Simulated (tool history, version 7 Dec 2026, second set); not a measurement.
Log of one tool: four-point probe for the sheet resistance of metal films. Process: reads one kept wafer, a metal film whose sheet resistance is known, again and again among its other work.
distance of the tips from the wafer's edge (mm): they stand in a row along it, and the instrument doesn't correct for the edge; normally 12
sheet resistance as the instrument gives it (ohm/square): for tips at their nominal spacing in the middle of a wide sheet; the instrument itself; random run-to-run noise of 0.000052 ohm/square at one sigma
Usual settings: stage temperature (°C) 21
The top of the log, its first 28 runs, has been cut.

run,hour,stage temperature (°C),distance of the tips from the wafer's edge (mm),touches since the probe head was changed,hours of work since the stage's thermometer was calibrated,sheet resistance as the instrument gives it (ohm/square)
29,498.1,19,69,96312,88,0.262136
30,510.2,23,3,96830,95,0.284876
31,522.5,23,3,97356,101,0.284818
32,546.3,29,50,98378,114,0.261849
33,565.7,23,4,99209,124,0.27538
34,591.2,23,4,100302,138,0.275487
35,606.6,23,4,100959,146,0.275569
36,617.5,22,27,101425,152,0.262387
37,636.3,22,3,102232,162,0.284958
38,647.8,20,12,102722,168,0.263756
39,672.9,21,4,103798,182,0.275545
40,696.8,21,4,104822,195,0.275606
41,709.6,28,10,105370,202,0.264231
42,731.8,18,8,106319,213,0.265896
43,750.1,25,4,107106,223,0.275558
44,768.4,21,22,107889,233,0.262742

Consider 3 possible next runs. They are alternatives, not a sequence: every one starts from the tool as it was left by run 44. What does each give?
A,783.3,21,4,108524,241,?
B,783.3,23,11,108524,241,?
C,783.3,29,4,108524,241,?

run,sheet resistance as the instrument gives it (ohm/square)
A,0.275744
B,0.264016
C,0.275592
With the hidden condition removed and each run's random variation left untouched, the same runs would have given:
run,sheet resistance as the instrument gives it (ohm/square)
A,0.272472
B,0.260872
C,0.272323
